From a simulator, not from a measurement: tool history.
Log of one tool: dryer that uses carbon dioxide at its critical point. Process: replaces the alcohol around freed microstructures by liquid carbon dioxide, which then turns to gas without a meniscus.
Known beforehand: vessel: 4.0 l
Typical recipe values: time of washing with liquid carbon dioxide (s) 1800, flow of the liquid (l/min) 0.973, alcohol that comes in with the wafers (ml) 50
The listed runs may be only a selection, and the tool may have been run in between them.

| run | hour | time of washing with liquid carbon dioxide (s) | flow of the liquid (l/min) | alcohol that comes in with the wafers (ml) | alcohol left in the vessel before it's heated (ppm by volume) |
|---|---|---|---|---|---|
| 1 | 0 | 1800 | 0.973 | 50 | 53 |
| 2 | 10 | 1800 | 0.973 | 50 | 63 |
| 3 | 18.3 | 1800 | 1.486 | 50 | 35 |
| 4 | 26.7 | 1800 | 1.486 | 50 | 36 |
| 5 | 31.3 | 1800 | 1.486 | 50 | 39 |
| 6 | 39.6 | 1800 | 1.486 | 50 | 50 |
| 7 | 45.2 | 1800 | 0.775 | 50 | 124 |
|  | 47 | inlet filter changed |
| 8 | 54.1 | 1800 | 0.775 | 50 | 84 |
| 9 | 62.4 | 1800 | 0.973 | 72 | 59 |
| 10 | 67.1 | 1800 | 0.973 | 72 | 61 |
| 11 | 74.1 | 1800 | 0.973 | 72 | 68 |
| 12 | 82.7 | 2340 | 0.973 | 50 | 42 |
| 13 | 88.1 | 1800 | 1.125 | 50 | 49 |
| 14 | 96.7 | 1800 | 1.125 | 50 | 50 |
| 15 | 101.3 | 1800 | 1.125 | 50 | 58 |
| 16 | 109.9 | 1800 | 1.125 | 50 | 54 |
| 17 | 116.3 | 1800 | 0.973 | 22 | 58 |
| 18 | 126.2 | 2340 | 0.973 | 22 | 47 |
| 19 | 135.7 | 2340 | 0.973 | 77 | 65 |
| 20 | 141.8 | 2340 | 0.973 | 77 | 55 |
| 21 | 151.1 | 1800 | 0.973 | 50 | 72 |
| 22 | 158.9 | 1800 | 0.973 | 50 | 71 |
| 23 | 165.6 | 1800 | 0.973 | 50 | 75 |
| 24 | 171.9 | 1800 | 0.973 | 50 | 70 |
| 25 | 181.5 | 2160 | 1.286 | 90 | 61 |
| 26 | 191.8 | 1140 | 1.286 | 90 | 146 |
| 27 | 199.5 | 2760 | 0.978 | 32 | 72 |
| 28 | 205 | 2760 | 0.978 | 32 | 67 |
| 29 | 213.9 | 2760 | 0.978 | 32 | 69 |
| 30 | 224.6 | 2760 | 1.439 | 43 | 71 |
| 31 | 232.2 | 2760 | 1.439 | 43 | 72 |
| 32 | 240.1 | 1800 | 0.747 | 105 | 225 |
| 33 | 246.1 | 1140 | 1.17 | 49 | 152 |
| 34 | 252.8 | 1140 | 1.17 | 49 | 158 |
| 35 | 259.2 | 1140 | 1.015 | 37 | 197 |
| 36 | 268.3 | 1140 | 1.015 | 37 | 200 |
| 37 | 277 | 1800 | 0.929 | 50 | 100 |
| 38 | 282.4 | 1800 | 0.929 | 50 | 109 |
| 39 | 289.6 | 1800 | 0.909 | 50 | 113 |
| 40 | 295.2 | 1800 | 0.655 | 69 | 284 |
| 41 | 303 | 1800 | 0.655 | 69 | 291 |
| 42 | 307.7 | 1800 | 0.696 | 54 | 195 |
| 43 | 318 | 1800 | 0.704 | 75 | 246 |
| 44 | 325.2 | 1620 | 1.569 | 75 | 93 |
| 45 | 332.4 | 1620 | 1.569 | 75 | 91 |
| 46 | 341.6 | 1620 | 1.115 | 75 | 126 |
| 47 | 347.9 | 1620 | 1.115 | 75 | 124 |

Subtracting, for every run, the result it would have given without the tool's unlogged condition from the measured result gives the following. The same run-to-run variation enters both numbers; the gauge's scatter may not:
Hidden state at play: flow that reaches the vessel past the clogged filter, %; alcohol in the recycled carbon dioxide, ppm; drift of the gauge itself on alcohol_ppm, %.
| run | alcohol left in the vessel before it's heated (ppm by volume) |
|---|---|
| 1 | +42 |
| 2 | +43 |
| 3 | +31 |
| 4 | +32 |
| 5 | +33 |
| 6 | +35 |
| 7 | +83 |
| 8 | +37 |
| 9 | +39 |
| 10 | +41 |
| 11 | +41 |
| 12 | +42 |
| 13 | +43 |
| 14 | +45 |
| 15 | +45 |
| 16 | +48 |
| 17 | +50 |
| 18 | +47 |
| 19 | +52 |
| 20 | +54 |
| 21 | +56 |
| 22 | +60 |
| 23 | +58 |
| 24 | +61 |
| 25 | +59 |
| 26 | +79 |
| 27 | +64 |
| 28 | +63 |
| 29 | +66 |
| 30 | +69 |
| 31 | +69 |
| 32 | +108 |
| 33 | +89 |
| 34 | +93 |
| 35 | +101 |
| 36 | +101 |
| 37 | +85 |
| 38 | +87 |
| 39 | +88 |
| 40 | +135 |
| 41 | +139 |
| 42 | +117 |
| 43 | +133 |
| 44 | +85 |
| 45 | +87 |
| 46 | +101 |
| 47 | +103 |
